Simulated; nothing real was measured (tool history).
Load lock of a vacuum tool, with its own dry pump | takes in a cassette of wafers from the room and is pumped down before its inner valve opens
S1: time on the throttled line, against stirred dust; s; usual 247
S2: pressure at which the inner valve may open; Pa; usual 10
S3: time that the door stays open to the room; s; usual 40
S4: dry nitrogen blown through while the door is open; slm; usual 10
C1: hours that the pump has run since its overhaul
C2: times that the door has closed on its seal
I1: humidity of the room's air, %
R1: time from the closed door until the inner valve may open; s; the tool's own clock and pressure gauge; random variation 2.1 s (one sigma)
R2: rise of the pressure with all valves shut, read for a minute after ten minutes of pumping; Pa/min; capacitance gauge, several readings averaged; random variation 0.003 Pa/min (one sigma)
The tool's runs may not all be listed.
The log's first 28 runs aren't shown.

run 29 hour=7706.0 | S1=247 S2=11 S3=40 S4=10 | C1=1231 C2=12956 | I1=44.3 | R1=389.6 R2=0.142
run 30 hour=7961.1 | S1=247 S2=11 S3=40 S4=10 | C1=1486 C2=13543 | I1=45.5 | R1=389.6 R2=0.154
run 31 hour=8286.5 | S1=247 S2=11 S3=40 S4=10 | C1=1812 C2=14292 | I1=45.1 | R1=387.6 R2=0.163
run 32 hour=8505.8 | S1=155 S2=12 S3=40 S4=6 | C1=2031 C2=14797 | I1=41.9 | R1=307.2 R2=0.181
run 33 hour=8809.1 | S1=489 S2=18 S3=212 S4=10 | C1=2334 C2=15495 | I1=43.8 | R1=589.6 R2=0.203
run 34 hour=9110.1 | S1=181 S2=9 S3=212 S4=20 | C1=2635 C2=16188 | I1=46.4 | R1=337.4 R2=0.207
run 35 hour=9300.8 | S1=247 S2=10 S3=134 S4=10 | C1=2826 C2=16627 | I1=43.8 | R1=390.9 R2=0.219
run 36 hour=9567.0 | S1=296 S2=10 S3=30 S4=10 | C1=3092 C2=17240 | I1=45.7 | R1=435.1 R2=0.215

Forecast each of these 3 alternatives for the next run:
run A hour=9871.4 | S1=296 S2=7 S3=104 S4=24 | C1=3396 C2=17941 | I1=43.9 | R1=? R2=?
run B hour=9871.4 | S1=145 S2=10 S3=226 S4=10 | C1=3396 C2=17941 | I1=46.1 | R1=? R2=?
run C hour=9871.4 | S1=262 S2=16 S3=30 S4=10 | C1=3396 C2=17941 | I1=46.2 | R1=? R2=?

run=A R1=448.0 R2=0.229
run=B R1=302.7 R2=0.257
run=C R1=397.2 R2=0.228
Without the tool's hidden state the same runs would have given:
run=A R1=439.3 R2=0.020
run=B R1=293.4 R2=0.048
run=C R1=389.6 R2=0.018
